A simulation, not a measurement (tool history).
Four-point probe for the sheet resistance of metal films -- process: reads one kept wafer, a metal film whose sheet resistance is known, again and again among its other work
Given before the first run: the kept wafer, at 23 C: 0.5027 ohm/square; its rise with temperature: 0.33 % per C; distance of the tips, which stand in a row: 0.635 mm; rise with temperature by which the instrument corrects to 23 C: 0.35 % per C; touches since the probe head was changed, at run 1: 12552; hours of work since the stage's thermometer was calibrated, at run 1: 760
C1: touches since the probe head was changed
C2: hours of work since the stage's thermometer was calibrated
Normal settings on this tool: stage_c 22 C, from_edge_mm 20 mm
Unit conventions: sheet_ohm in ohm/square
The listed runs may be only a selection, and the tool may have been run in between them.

{"run": 1, "hour": 0.0, "stage_c": 22, "from_edge_mm": 20, "C1": 12552, "C2": 760, "sheet_ohm": 0.502987}
{"run": 2, "hour": 11.3, "stage_c": 22, "from_edge_mm": 20, "C1": 12969, "C2": 768, "sheet_ohm": 0.503094}
{"run": 3, "hour": 22.6, "stage_c": 22, "from_edge_mm": 4, "C1": 13387, "C2": 776, "sheet_ohm": 0.509525}
{"run": 4, "hour": 31.0, "stage_c": 29, "from_edge_mm": 20, "C1": 13697, "C2": 782, "sheet_ohm": 0.502586}
{"run": 5, "hour": 40.8, "stage_c": 22, "from_edge_mm": 28, "C1": 14061, "C2": 789, "sheet_ohm": 0.502956}
{"run": 6, "hour": 53.6, "stage_c": 22, "from_edge_mm": 4, "C1": 14534, "C2": 798, "sheet_ohm": 0.509588}
{"run": 7, "hour": 60.8, "stage_c": 22, "from_edge_mm": 8, "C1": 14800, "C2": 803, "sheet_ohm": 0.504542}
{"run": 8, "hour": 71.3, "stage_c": 24, "from_edge_mm": 45, "C1": 15185, "C2": 811, "sheet_ohm": 0.502745}
{"run": 9, "hour": 82.8, "stage_c": 24, "from_edge_mm": 45, "C1": 15613, "C2": 819, "sheet_ohm": 0.502716}
{"run": 10, "hour": 93.1, "stage_c": 24, "from_edge_mm": 45, "C1": 15992, "C2": 827, "sheet_ohm": 0.502847}
{"run": 11, "hour": 105.1, "stage_c": 34, "from_edge_mm": 21, "C1": 16435, "C2": 835, "sheet_ohm": 0.502307}
{"run": 12, "hour": 119.3, "stage_c": 21, "from_edge_mm": 5, "C1": 16962, "C2": 846, "sheet_ohm": 0.507036}
{"run": 13, "hour": 128.6, "stage_c": 21, "from_edge_mm": 5, "C1": 17306, "C2": 852, "sheet_ohm": 0.507013}

Forecast each of these 3 alternatives for the next run:
{"run": "A", "hour": 135.0, "stage_c": 20, "from_edge_mm": 18, "C1": 17539, "C2": 857, "sheet_ohm": "?"}
{"run": "B", "hour": 135.0, "stage_c": 26, "from_edge_mm": 5, "C1": 17539, "C2": 857, "sheet_ohm": "?"}
{"run": "C", "hour": 135.0, "stage_c": 31, "from_edge_mm": 5, "C1": 17539, "C2": 857, "sheet_ohm": "?"}

run=A sheet_ohm=0.503291
run=B sheet_ohm=0.506805
run=C sheet_ohm=0.506554
Without the tool's unlogged condition, the same runs would have read:
run=A sheet_ohm=0.503267
run=B sheet_ohm=0.506791
run=C sheet_ohm=0.506549
